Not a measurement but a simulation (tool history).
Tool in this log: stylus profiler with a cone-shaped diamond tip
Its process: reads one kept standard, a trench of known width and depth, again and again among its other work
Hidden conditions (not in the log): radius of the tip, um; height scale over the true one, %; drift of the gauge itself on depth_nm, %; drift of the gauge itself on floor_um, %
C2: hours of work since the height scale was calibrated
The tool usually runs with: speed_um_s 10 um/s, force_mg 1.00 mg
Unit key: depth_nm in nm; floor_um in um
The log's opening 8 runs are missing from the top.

run 9 hour=232.0 | speed_um_s=10 force_mg=0.56 | scans_with_this_tip=1881 C2=149 | depth_nm=100.41 floor_um=27.81
run 10 hour=258.9 | speed_um_s=10 force_mg=2.27 | scans_with_this_tip=2113 C2=167 | depth_nm=101.03 floor_um=27.94
run 11 hour=278.0 | speed_um_s=7 force_mg=1.00 | scans_with_this_tip=2277 C2=180 | depth_nm=100.60 floor_um=27.83
run 12 hour=296.3 | speed_um_s=10 force_mg=1.00 | scans_with_this_tip=2435 C2=193 | depth_nm=100.63 floor_um=27.83
run 13 hour=328.7 | speed_um_s=10 force_mg=1.00 | scans_with_this_tip=2714 C2=215 | depth_nm=100.55 floor_um=27.85
run 14 hour=345.2 | speed_um_s=10 force_mg=1.00 | scans_with_this_tip=2857 C2=226 | depth_nm=100.55 floor_um=27.82
run 15 hour=369.2 | speed_um_s=8 force_mg=1.00 | scans_with_this_tip=3063 C2=242 | depth_nm=100.63 floor_um=27.80
run 16 hour=406.3 | speed_um_s=8 force_mg=1.55 | scans_with_this_tip=3383 C2=268 | depth_nm=100.74 floor_um=27.76
run 17 hour=434.7 | speed_um_s=8 force_mg=1.55 | scans_with_this_tip=3629 C2=287 | depth_nm=100.75 floor_um=27.75
run 18 hour=451.4 | speed_um_s=35 force_mg=1.19 | scans_with_this_tip=3772 C2=299 | depth_nm=100.75 floor_um=27.62
run 19 hour=485.0 | speed_um_s=35 force_mg=1.19 | scans_with_this_tip=4061 C2=321 | depth_nm=100.75 floor_um=27.63
run 20 hour=501.4 | speed_um_s=35 force_mg=1.19 | scans_with_this_tip=4203 C2=333 | depth_nm=100.71 floor_um=27.59
run 21 hour=527.6 | speed_um_s=4 force_mg=0.82 | scans_with_this_tip=4429 C2=351 | depth_nm=100.60 floor_um=27.74
run 22 hour=564.0 | speed_um_s=31 force_mg=0.82 | scans_with_this_tip=4743 C2=375 | depth_nm=100.62 floor_um=27.58
run 23 hour=600.0 | speed_um_s=2 force_mg=1.80 | scans_with_this_tip=5053 C2=400 | depth_nm=100.89 floor_um=27.74
run 24 hour=619.6 | speed_um_s=27 force_mg=1.00 | scans_with_this_tip=5222 C2=413 | depth_nm=100.72 floor_um=27.50

Run 25, settings as shown, results not yet in. Your forecast:
run 25 hour=646.5 | speed_um_s=27 force_mg=1.00 | scans_with_this_tip=5454 C2=432 | depth_nm=? floor_um=?

depth_nm: 100.66 nm
floor_um: 27.54 um
With no hidden state in the tool, this same run would have given depth_nm 100.49 nm, floor_um 27.87 um.
